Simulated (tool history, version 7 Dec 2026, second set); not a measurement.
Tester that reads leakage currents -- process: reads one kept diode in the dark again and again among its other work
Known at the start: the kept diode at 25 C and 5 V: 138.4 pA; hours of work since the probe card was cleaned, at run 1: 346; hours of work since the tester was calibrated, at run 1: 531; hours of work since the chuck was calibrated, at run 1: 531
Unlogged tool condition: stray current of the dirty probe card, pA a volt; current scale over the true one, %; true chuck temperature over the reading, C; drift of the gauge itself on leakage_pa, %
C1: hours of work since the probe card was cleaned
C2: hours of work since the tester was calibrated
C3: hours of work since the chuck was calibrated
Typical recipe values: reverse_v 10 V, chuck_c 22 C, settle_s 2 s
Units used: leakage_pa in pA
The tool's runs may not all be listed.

{"run": 1, "hour": 0.0, "reverse_v": 10, "chuck_c": 22, "settle_s": 2, "C1": 346, "C2": 531, "C3": 531, "leakage_pa": 137.73}
{"run": 2, "hour": 41.9, "reverse_v": 10, "chuck_c": 22, "settle_s": 2, "C1": 365, "C2": 550, "C3": 550, "leakage_pa": 138.05}
{"run": 3, "hour": 102.1, "reverse_v": 10, "chuck_c": 22, "settle_s": 2, "C1": 392, "C2": 577, "C3": 577, "leakage_pa": 137.8}
{"run": 4, "hour": 173.6, "reverse_v": 10, "chuck_c": 22, "settle_s": 2, "C1": 424, "C2": 609, "C3": 609, "leakage_pa": 136.63}
{"run": 5, "hour": 220.8, "reverse_v": 10, "chuck_c": 22, "settle_s": 2, "C1": 445, "C2": 630, "C3": 630, "leakage_pa": 136.84}
{"run": 6, "hour": 267.5, "reverse_v": 10, "chuck_c": 22, "settle_s": 2, "C1": 466, "C2": 651, "C3": 651, "leakage_pa": 137.31}
{"run": 7, "hour": 336.7, "reverse_v": 10, "chuck_c": 21, "settle_s": 2, "C1": 497, "C2": 682, "C3": 682, "leakage_pa": 124.52}
{"run": 8, "hour": 404.5, "reverse_v": 9, "chuck_c": 22, "settle_s": 2, "C1": 527, "C2": 712, "C3": 712, "leakage_pa": 131.38}
{"run": 9, "hour": 478.2, "reverse_v": 10, "chuck_c": 22, "settle_s": 3.28, "C1": 560, "C2": 745, "C3": 745, "leakage_pa": 136.96}
{"run": 10, "hour": 521.9, "reverse_v": 10, "chuck_c": 22, "settle_s": 4.98, "C1": 580, "C2": 765, "C3": 765, "leakage_pa": 137.05}
{"run": 11, "hour": 568.4, "reverse_v": 10, "chuck_c": 22, "settle_s": 1.12, "C1": 600, "C2": 786, "C3": 786, "leakage_pa": 137.81}
{"run": 12, "hour": 599.6, "reverse_v": 10, "chuck_c": 22, "settle_s": 1.12, "C1": 614, "C2": 800, "C3": 800, "leakage_pa": 138.29}
{"run": 13, "hour": 634.2, "reverse_v": 10, "chuck_c": 22, "settle_s": 1.12, "C1": 630, "C2": 815, "C3": 815, "leakage_pa": 137.79}
{"run": 14, "hour": 689.3, "reverse_v": 10, "chuck_c": 22, "settle_s": 1.12, "C1": 655, "C2": 840, "C3": 840, "leakage_pa": 137.49}
{"run": 15, "hour": 738.4, "reverse_v": 10, "chuck_c": 22, "settle_s": 1.12, "C1": 676, "C2": 862, "C3": 862, "leakage_pa": 137.12}
{"run": 16, "hour": 780.5, "reverse_v": 10, "chuck_c": 53, "settle_s": 1.12, "C1": 695, "C2": 881, "C3": 881, "leakage_pa": 2094.31}
{"run": 17, "hour": 811.7, "reverse_v": 10, "chuck_c": 53, "settle_s": 1.12, "C1": 709, "C2": 895, "C3": 895, "leakage_pa": 2103.04}
{"run": 18, "hour": 874.8, "reverse_v": 10, "chuck_c": 22, "settle_s": 2, "C1": 738, "C2": 923, "C3": 923, "leakage_pa": 136.99}
{"run": 19, "hour": 934.5, "reverse_v": 10, "chuck_c": 22, "settle_s": 2, "C1": 764, "C2": 950, "C3": 950, "leakage_pa": 136.71}
{"run": 20, "hour": 1003.4, "reverse_v": 14.6, "chuck_c": 22, "settle_s": 7.72, "C1": 795, "C2": 980, "C3": 980, "leakage_pa": 160.08}
{"run": 21, "hour": 1037.0, "reverse_v": 3.5, "chuck_c": 43, "settle_s": 2, "C1": 810, "C2": 995, "C3": 995, "leakage_pa": 582.85}
{"run": 22, "hour": 1071.7, "reverse_v": 1.6, "chuck_c": 22, "settle_s": 2, "C1": 826, "C2": 1011, "C3": 1011, "leakage_pa": 61.61}
{"run": 23, "hour": 1117.8, "reverse_v": 1.6, "chuck_c": 27, "settle_s": 2, "C1": 846, "C2": 1032, "C3": 1032, "leakage_pa": 99.27}
{"run": 24, "hour": 1177.1, "reverse_v": 1.5, "chuck_c": 22, "settle_s": 5.16, "C1": 873, "C2": 1058, "C3": 1058, "leakage_pa": 59.93}
{"run": 25, "hour": 1211.7, "reverse_v": 1.5, "chuck_c": 22, "settle_s": 5.16, "C1": 888, "C2": 1074, "C3": 1074, "leakage_pa": 59.68}
{"run": 26, "hour": 1263.3, "reverse_v": 13.7, "chuck_c": 24, "settle_s": 1.37, "C1": 912, "C2": 1097, "C3": 1097, "leakage_pa": 188.98}
{"run": 27, "hour": 1316.4, "reverse_v": 9.5, "chuck_c": 22, "settle_s": 0.49, "C1": 935, "C2": 1121, "C3": 1121, "leakage_pa": 136}
{"run": 28, "hour": 1372.2, "reverse_v": 10, "chuck_c": 44, "settle_s": 0.32, "C1": 960, "C2": 1146, "C3": 1146, "leakage_pa": 990.18}
{"run": 29, "hour": 1407.0, "reverse_v": 9.9, "chuck_c": 21, "settle_s": 3, "C1": 976, "C2": 1161, "C3": 1161, "leakage_pa": 122.98}
{"run": 30, "hour": 1464.4, "reverse_v": 10.2, "chuck_c": 24, "settle_s": 3.11, "C1": 1002, "C2": 1187, "C3": 1187, "leakage_pa": 165.93}
{"run": 31, "hour": 1494.9, "reverse_v": 5.2, "chuck_c": 24, "settle_s": 3.11, "C1": 1015, "C2": 1200, "C3": 1200, "leakage_pa": 123.07}
{"run": 32, "hour": 1531.8, "reverse_v": 9.3, "chuck_c": 29, "settle_s": 1.05, "C1": 1032, "C2": 1217, "C3": 1217, "leakage_pa": 254.76}
{"run": 33, "hour": 1594.1, "reverse_v": 17.1, "chuck_c": 28, "settle_s": 1.06, "C1": 1060, "C2": 1245, "C3": 1245, "leakage_pa": 302.58}
{"run": 34, "hour": 1638.2, "reverse_v": 4.2, "chuck_c": 24, "settle_s": 6.76, "C1": 1079, "C2": 1265, "C3": 1265, "leakage_pa": 111.66}
{"run": 35, "hour": 1702.8, "reverse_v": 15.4, "chuck_c": 33, "settle_s": 0.76, "C1": 1108, "C2": 1294, "C3": 1294, "leakage_pa": 453.18}
{"run": 36, "hour": 1747.8, "reverse_v": 15.4, "chuck_c": 33, "settle_s": 0.76, "C1": 1129, "C2": 1314, "C3": 1314, "leakage_pa": 454.37}
{"run": 37, "hour": 1799.6, "reverse_v": 3.6, "chuck_c": 37, "settle_s": 5.24, "C1": 1152, "C2": 1337, "C3": 1337, "leakage_pa": 344.12}
{"run": 38, "hour": 1854.1, "reverse_v": 3.1, "chuck_c": 22, "settle_s": 2, "C1": 1176, "C2": 1361, "C3": 1361, "leakage_pa": 81.05}

What if the next run were any one of these 4? Each begins from the tool's condition after run 38:
{"run": "A", "hour": 1921.0, "reverse_v": 10, "chuck_c": 37, "settle_s": 2, "C1": 1206, "C2": 1391, "C3": 1391, "leakage_pa": "?"}
{"run": "B", "hour": 1921.0, "reverse_v": 10, "chuck_c": 55, "settle_s": 2, "C1": 1206, "C2": 1391, "C3": 1391, "leakage_pa": "?"}
{"run": "C", "hour": 1921.0, "reverse_v": 10, "chuck_c": 55, "settle_s": 2, "C1": 1206, "C2": 1391, "C3": 1391, "leakage_pa": "?"}
{"run": "D", "hour": 1921.0, "reverse_v": 16.5, "chuck_c": 29, "settle_s": 7.37, "C1": 1206, "C2": 1391, "C3": 1391, "leakage_pa": "?"}

run=A leakage_pa=532.56
run=B leakage_pa=2410.26
run=C leakage_pa=2404.54
run=D leakage_pa=322.93
Without the tool's unlogged condition, the same runs would have read:
run=A leakage_pa=562.14
run=B leakage_pa=2552.24
run=C leakage_pa=2546.18
run=D leakage_pa=334.47

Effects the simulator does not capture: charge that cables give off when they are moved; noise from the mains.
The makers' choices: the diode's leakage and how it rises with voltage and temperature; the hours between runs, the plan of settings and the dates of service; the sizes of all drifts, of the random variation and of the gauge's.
